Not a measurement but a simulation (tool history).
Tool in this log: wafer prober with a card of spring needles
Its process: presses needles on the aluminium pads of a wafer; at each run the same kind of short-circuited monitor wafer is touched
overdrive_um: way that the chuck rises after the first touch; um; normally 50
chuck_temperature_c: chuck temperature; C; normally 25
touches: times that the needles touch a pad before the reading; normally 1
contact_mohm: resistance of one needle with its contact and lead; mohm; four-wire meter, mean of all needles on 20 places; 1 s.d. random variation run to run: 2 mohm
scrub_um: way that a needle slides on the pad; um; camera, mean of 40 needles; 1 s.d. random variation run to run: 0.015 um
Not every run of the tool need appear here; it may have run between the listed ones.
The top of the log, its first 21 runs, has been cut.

{"run": 22, "hour": 266.7, "overdrive_um": 43, "chuck_temperature_c": 56, "touches": 1, "contact_mohm": 398, "scrub_um": 7.06}
{"hour": 271.9, "done": "tips cleaned on abrasive film"}
{"run": 23, "hour": 285.9, "overdrive_um": 43, "chuck_temperature_c": 56, "touches": 1, "contact_mohm": 363, "scrub_um": 7.04}
{"run": 24, "hour": 295.1, "overdrive_um": 32, "chuck_temperature_c": 41, "touches": 2, "contact_mohm": 407, "scrub_um": 5.18}
{"hour": 299.3, "done": "tips cleaned on abrasive film"}
{"run": 25, "hour": 314.1, "overdrive_um": 32, "chuck_temperature_c": 41, "touches": 2, "contact_mohm": 386, "scrub_um": 5.19}
{"hour": 327.6, "done": "tips cleaned on abrasive film"}
{"run": 26, "hour": 327.6, "overdrive_um": 50, "chuck_temperature_c": 35, "touches": 2, "contact_mohm": 225, "scrub_um": 8.21}
{"run": 27, "hour": 337.7, "overdrive_um": 36, "chuck_temperature_c": 69, "touches": 1, "contact_mohm": 388, "scrub_um": 5.86}
{"run": 28, "hour": 348.1, "overdrive_um": 36, "chuck_temperature_c": 69, "touches": 1, "contact_mohm": 447, "scrub_um": 5.86}
{"hour": 354.7, "done": "tips cleaned on abrasive film"}
{"run": 29, "hour": 363.2, "overdrive_um": 36, "chuck_temperature_c": 74, "touches": 3, "contact_mohm": 286, "scrub_um": 5.87}
{"hour": 381.8, "done": "tips cleaned on abrasive film"}
{"run": 30, "hour": 382.5, "overdrive_um": 43, "chuck_temperature_c": 74, "touches": 1, "contact_mohm": 255, "scrub_um": 6.99}
{"run": 31, "hour": 396.9, "overdrive_um": 43, "chuck_temperature_c": 123, "touches": 3, "contact_mohm": 292, "scrub_um": 6.99}
{"run": 32, "hour": 407.3, "overdrive_um": 43, "chuck_temperature_c": 123, "touches": 3, "contact_mohm": 306, "scrub_um": 7.01}
{"hour": 409.1, "done": "tips cleaned on abrasive film"}
{"run": 33, "hour": 422.9, "overdrive_um": 43, "chuck_temperature_c": 123, "touches": 3, "contact_mohm": 292, "scrub_um": 6.99}
{"hour": 430.9, "done": "height of the first contact set anew"}
{"run": 34, "hour": 433.9, "overdrive_um": 50, "chuck_temperature_c": 25, "touches": 2, "contact_mohm": 303, "scrub_um": 8.45}

Here are 4 independent what-if runs from the current tool condition. What would each one return?
{"hour": 436.9, "done": "tips cleaned on abrasive film"}
{"run": "A", "hour": 442.8, "overdrive_um": 50, "chuck_temperature_c": 25, "touches": 2, "contact_mohm": "?", "scrub_um": "?"}
{"hour": 436.9, "done": "tips cleaned on abrasive film"}
{"run": "B", "hour": 442.8, "overdrive_um": 32, "chuck_temperature_c": 37, "touches": 2, "contact_mohm": "?", "scrub_um": "?"}
{"hour": 436.9, "done": "tips cleaned on abrasive film"}
{"run": "C", "hour": 442.8, "overdrive_um": 55, "chuck_temperature_c": 25, "touches": 2, "contact_mohm": "?", "scrub_um": "?"}
{"hour": 436.9, "done": "tips cleaned on abrasive film"}
{"run": "D", "hour": 442.8, "overdrive_um": 50, "chuck_temperature_c": 28, "touches": 2, "contact_mohm": "?", "scrub_um": "?"}

run=A contact_mohm=256 scrub_um=8.47
run=B contact_mohm=309 scrub_um=5.4
run=C contact_mohm=251 scrub_um=9.31
run=D contact_mohm=254 scrub_um=8.46
What these runs would have given with no unlogged condition in the tool:
run=A contact_mohm=220 scrub_um=8.48
run=B contact_mohm=231 scrub_um=5.41
run=C contact_mohm=221 scrub_um=9.32
run=D contact_mohm=219 scrub_um=8.47
